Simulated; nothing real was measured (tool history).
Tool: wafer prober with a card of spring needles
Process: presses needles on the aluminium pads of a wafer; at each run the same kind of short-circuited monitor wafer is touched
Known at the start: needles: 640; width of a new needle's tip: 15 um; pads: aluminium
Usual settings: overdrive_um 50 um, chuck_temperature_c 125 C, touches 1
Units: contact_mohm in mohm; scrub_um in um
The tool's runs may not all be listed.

| run | day | overdrive_um | chuck_temperature_c | touches | contact_mohm | scrub_um |
|---|---|---|---|---|---|---|
| 1 | 0 | 50 | 125 | 1 | 278 | 9.3 |
| 2 | 0.454 | 50 | 125 | 1 | 278 | 9.3 |
|  | 0.671 | tips cleaned on abrasive film |
| 3 | 0.946 | 50 | 125 | 1 | 280 | 9.28 |
| 4 | 1.5 | 50 | 125 | 2 | 276 | 9.27 |
|  | 1.975 | tips cleaned on abrasive film |
| 5 | 2.046 | 50 | 125 | 2 | 278 | 9.28 |
| 6 | 2.496 | 50 | 125 | 2 | 278 | 9.26 |
| 7 | 3.112 | 50 | 125 | 3 | 277 | 9.3 |
|  | 3.312 | tips cleaned on abrasive film |
| 8 | 3.796 | 50 | 125 | 3 | 283 | 9.25 |
| 9 | 4.4 | 50 | 125 | 3 | 278 | 9.26 |
|  | 4.642 | tips cleaned on abrasive film |
| 10 | 5.038 | 50 | 125 | 2 | 277 | 9.23 |
| 11 | 5.392 | 50 | 125 | 2 | 277 | 9.23 |
| 12 | 5.825 | 50 | 125 | 1 | 281 | 9.21 |
|  | 5.971 | tips cleaned on abrasive film |
| 13 | 6.546 | 31 | 125 | 1 | 288 | 5.72 |
| 14 | 6.979 | 31 | 125 | 1 | 287 | 5.72 |
|  | 7.292 | tips cleaned on abrasive film |
| 15 | 7.679 | 50 | 125 | 1 | 273 | 9.18 |
| 16 | 8.179 | 50 | 75 | 1 | 266 | 9.18 |
| 17 | 8.562 | 43 | 75 | 1 | 266 | 7.89 |
|  | 8.612 | tips cleaned on abrasive film |
| 18 | 9.283 | 50 | 38 | 3 | 258 | 9.15 |
|  | 9.875 | gauge calibrated |
| 19 | 9.908 | 50 | 38 | 3 | 256 | 9.3 |
|  | 9.958 | tips cleaned on abrasive film |
| 20 | 10.383 | 36 | 96 | 2 | 277 | 6.68 |
| 21 | 10.75 | 45 | 27 | 1 | 256 | 8.38 |
| 22 | 11.162 | 32 | 75 | 1 | 269 | 5.92 |
|  | 11.271 | tips cleaned on abrasive film |
| 23 | 11.6 | 43 | 114 | 1 | 278 | 7.98 |
| 24 | 11.921 | 43 | 83 | 2 | 267 | 7.97 |
|  | 12.596 | tips cleaned on abrasive film |
| 25 | 12.671 | 50 | 83 | 1 | 271 | 9.22 |
| 26 | 13.242 | 50 | 83 | 1 | 266 | 9.28 |
|  | 13.929 | tips cleaned on abrasive film |
| 27 | 13.988 | 49 | 110 | 1 | 270 | 9.02 |
| 28 | 14.45 | 50 | 34 | 1 | 259 | 9.21 |
| 29 | 14.929 | 46 | 34 | 3 | 255 | 8.47 |
|  | 15.246 | tips cleaned on abrasive film |
| 30 | 15.271 | 57 | 64 | 2 | 261 | 10.49 |
| 31 | 15.733 | 43 | 88 | 1 | 269 | 7.94 |
| 32 | 16.45 | 47 | 92 | 3 | 270 | 8.65 |
|  | 16.571 | tips cleaned on abrasive film |
|  | 16.696 | height of the first contact set anew |
| 33 | 17.188 | 47 | 92 | 3 | 276 | 8.62 |
| 34 | 17.662 | 32 | 55 | 1 | 267 | 5.86 |

Forecast each of these 4 alternatives for the next run:
|  | 17.9 | tips cleaned on abrasive film |
| A | 18.017 | 32 | 55 | 1 | ? | ? |
|  | 17.9 | tips cleaned on abrasive film |
| B | 18.017 | 44 | 125 | 2 | ? | ? |
|  | 17.9 | tips cleaned on abrasive film |
| C | 18.017 | 50 | 80 | 1 | ? | ? |
|  | 17.9 | tips cleaned on abrasive film |
| D | 18.017 | 67 | 55 | 1 | ? | ? |

| run | contact_mohm | scrub_um |
|---|---|---|
| A | 262 | 5.9 |
| B | 278 | 8.06 |
| C | 263 | 9.16 |
| D | 255 | 12.29 |
Without the tool's hidden state the same runs would have given:
| run | contact_mohm | scrub_um |
|---|---|---|
| A | 262 | 5.98 |
| B | 278 | 8.17 |
| C | 263 | 9.29 |
| D | 255 | 12.47 |
